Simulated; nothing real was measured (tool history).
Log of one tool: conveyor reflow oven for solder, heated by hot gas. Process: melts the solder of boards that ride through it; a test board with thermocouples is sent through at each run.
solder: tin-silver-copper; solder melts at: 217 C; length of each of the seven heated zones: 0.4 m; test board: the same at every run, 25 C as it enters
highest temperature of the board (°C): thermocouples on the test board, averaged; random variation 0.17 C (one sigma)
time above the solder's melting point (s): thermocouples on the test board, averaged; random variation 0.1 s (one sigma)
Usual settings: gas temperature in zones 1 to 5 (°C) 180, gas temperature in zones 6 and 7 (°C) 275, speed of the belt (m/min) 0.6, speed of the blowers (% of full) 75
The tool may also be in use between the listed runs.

run,day,gas temperature in zones 1 to 5 (°C),gas temperature in zones 6 and 7 (°C),speed of the belt (m/min),speed of the blowers (% of full),highest temperature of the board (°C),time above the solder's melting point (s)
1,0,180,275,0.6,75,265.3,71.8
2,0.617,180,275,0.6,75,265.3,71.5
3,1.392,180,275,0.6,75,265.1,71.5
4,1.912,180,275,0.6,75,265.1,71.5
5,2.562,180,275,0.6,75,265.3,71.7
6,3.596,180,275,0.6,75,265.2,71.7
7,4.75,165,275,0.6,75,263.6,65.8
8,5.633,165,275,0.6,75,263.5,65.8
9,6.683,165,275,0.6,75,263.5,66.1
10,7.271,180,275,0.6,56,262.3,70
11,8.342,180,275,0.6,56,262.4,69.8
12,9.317,193,275,0.6,56,264.2,76.2
13,10.462,180,275,0.6,75,264.7,71.4
14,10.996,180,275,0.6,75,264.7,71.5
15,11.862,180,275,0.646,75,262.8,65.3
16,12.696,180,275,0.646,75,262.9,65.2
17,13.217,180,275,0.646,75,262.8,65.2
18,13.725,180,275,0.646,75,262.5,65.1
19,14.354,169,275,0.6,67,262.4,66.4
20,14.833,188,275,0.6,67,264.8,74.5
21,15.3,188,284,0.6,79,274.3,78.2
22,15.812,168,275,0.6,68,262.1,66.1
23,16.333,168,275,0.6,68,262,66
24,16.838,168,275,0.6,68,261.9,66
25,17.817,168,275,0.6,68,262,65.9
26,18.75,176,285,0.717,75,267.7,59.2
27,19.467,174,276,0.6,75,264.5,69.5
28,20.042,174,276,0.6,75,264.6,69.3
29,20.896,174,276,0.6,75,264.3,69.4
30,21.662,174,276,0.6,75,264.4,69.4
31,22.758,180,267,0.6,72,256.6,67.2

3 ways to go on from here, each from the tool as it stands after run 31. What would each give?
A,23.362,172,280,0.6,75,?,?
B,23.362,180,275,0.6,78,?,?
C,23.362,180,267,0.6,61,?,?

run,highest temperature of the board (°C),time above the solder's melting point (s)
A,267.8,70.4
B,264.7,71.4
C,254.9,65.9
Without the tool's hidden state the same runs would have given:
run,highest temperature of the board (°C),time above the solder's melting point (s)
A,269.5,70.5
B,266.3,71.5
C,256.3,66.4

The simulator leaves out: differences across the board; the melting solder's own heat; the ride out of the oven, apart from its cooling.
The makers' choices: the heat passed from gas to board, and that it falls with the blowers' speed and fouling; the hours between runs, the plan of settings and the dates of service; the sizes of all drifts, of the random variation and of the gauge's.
